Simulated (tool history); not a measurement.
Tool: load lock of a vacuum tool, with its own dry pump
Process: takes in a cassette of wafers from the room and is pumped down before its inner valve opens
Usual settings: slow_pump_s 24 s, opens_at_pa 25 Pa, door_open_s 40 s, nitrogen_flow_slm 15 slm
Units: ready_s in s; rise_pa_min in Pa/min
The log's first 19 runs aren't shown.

| run | hour | slow_pump_s | opens_at_pa | door_open_s | nitrogen_flow_slm | incoming humidity of the room's air, % | ready_s | rise_pa_min |
|---|---|---|---|---|---|---|---|---|
| 20 | 8880.4 | 28 | 25 | 79 | 15 | 46.4 | 40.7 | 0.029 |
| 21 | 9525.7 | 14 | 24 | 128 | 28 | 47 | 30.5 | 0.031 |
| 22 | 10005.6 | 23 | 25 | 170 | 29 | 47.3 | 36.4 | 0.036 |
| 23 | 10628.5 | 23 | 25 | 170 | 8 | 45.7 | 36.7 | 0.063 |
| 24 | 10955.9 | 24 | 23 | 215 | 7 | 44.4 | 37.2 | 0.08 |
|  | 11051.8 | dry pump taken out, an overhauled one fitted |
| 25 | 11427.2 | 24 | 23 | 215 | 7 | 42.4 | 37.4 | 0.075 |
|  | 11530.6 | door's seal changed, seat wiped |
| 26 | 11850.9 | 17 | 22 | 215 | 7 | 45.8 | 32.2 | 0.081 |
| 27 | 12415.1 | 17 | 22 | 89 | 36 | 48.1 | 32.5 | 0.022 |
| 28 | 12972.3 | 47 | 22 | 146 | 36 | 46.6 | 55.1 | 0.029 |
| 29 | 13313.8 | 47 | 22 | 146 | 36 | 46.9 | 55.2 | 0.024 |
| 30 | 13931.3 | 26 | 25 | 113 | 15 | 41.5 | 39.1 | 0.038 |

4 ways to go on from here, each from the tool as it stands after run 30. What would each give?
| A | 14367.8 | 18 | 25 | 66 | 15 | 47.8 | ? | ? |
| B | 14367.8 | 35 | 25 | 209 | 17 | 43.9 | ? | ? |
| C | 14367.8 | 43 | 25 | 234 | 15 | 45.6 | ? | ? |
| D | 14367.8 | 26 | 25 | 113 | 25 | 46.4 | ? | ? |

| run | ready_s | rise_pa_min |
|---|---|---|
| A | 33.1 | 0.035 |
| B | 46.4 | 0.048 |
| C | 51.5 | 0.061 |
| D | 38.6 | 0.034 |
Without the tool's hidden state the same runs would have given:
| run | ready_s | rise_pa_min |
|---|---|---|
| A | 33.1 | 0.034 |
| B | 46.4 | 0.048 |
| C | 51.5 | 0.061 |
| D | 38.6 | 0.034 |
